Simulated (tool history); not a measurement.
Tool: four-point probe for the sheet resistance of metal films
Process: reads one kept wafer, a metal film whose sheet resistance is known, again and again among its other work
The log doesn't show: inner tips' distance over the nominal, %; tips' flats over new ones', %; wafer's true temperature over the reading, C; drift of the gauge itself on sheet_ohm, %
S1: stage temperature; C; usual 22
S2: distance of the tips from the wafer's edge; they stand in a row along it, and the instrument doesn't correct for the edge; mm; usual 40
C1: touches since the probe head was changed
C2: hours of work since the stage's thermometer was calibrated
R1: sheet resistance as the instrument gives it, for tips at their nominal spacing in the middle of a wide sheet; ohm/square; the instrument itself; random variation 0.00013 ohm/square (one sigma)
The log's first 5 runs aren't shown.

run	hour	S1	S2	C1	C2	R1
6	205.5	22	40	46919	1138	0.664303
7	255.3	22	40	48975	1166	0.664210
8	293.6	22	40	50557	1188	0.664198
9	344.7	22	40	52672	1218	0.664425
10	406.5	22	40	55225	1253	0.664446
11	465.0	22	40	57641	1287	0.664188
12	522.1	22	40	60002	1320	0.664422
13	556.6	19	40	61425	1340	0.662667
14	581.7	19	40	62464	1354	0.662738
15	615.8	19	40	63873	1374	0.662884
16	653.2	19	40	65418	1395	0.662966
17	682.0	19	40	66607	1412	0.662709
18	711.6	19	40	67830	1429	0.662776
19	761.6	27	16	69897	1458	0.669730
20	805.0	18	11	71689	1483	0.666743
21	843.5	28	15	73281	1505	0.670760
22	878.0	18	9	74709	1525	0.669168
23	938.5	30	3	77207	1559	0.727825
24	991.1	26	3	79380	1590	0.725190
25	1048.0	26	3	81733	1622	0.725453
26	1106.0	26	3	84130	1656	0.725331
27	1149.1	23	11	85909	1680	0.670053
28	1206.1	31	5	88264	1713	0.692807
29	1243.6	33	20	89814	1735	0.673148
30	1293.6	21	3	91880	1764	0.722222

Forecast each of these 4 alternatives for the next run:
A	1337.1	27	40	93680	1789	?
B	1337.1	24	40	93680	1789	?
C	1337.1	29	3	93680	1789	?
D	1337.1	22	7	93680	1789	?

run	R1
A	0.668252
B	0.666596
C	0.727783
D	0.676617
Without the tool's hidden state the same runs would have given:
run	R1
A	0.663477
B	0.661851
C	0.722621
D	0.671823

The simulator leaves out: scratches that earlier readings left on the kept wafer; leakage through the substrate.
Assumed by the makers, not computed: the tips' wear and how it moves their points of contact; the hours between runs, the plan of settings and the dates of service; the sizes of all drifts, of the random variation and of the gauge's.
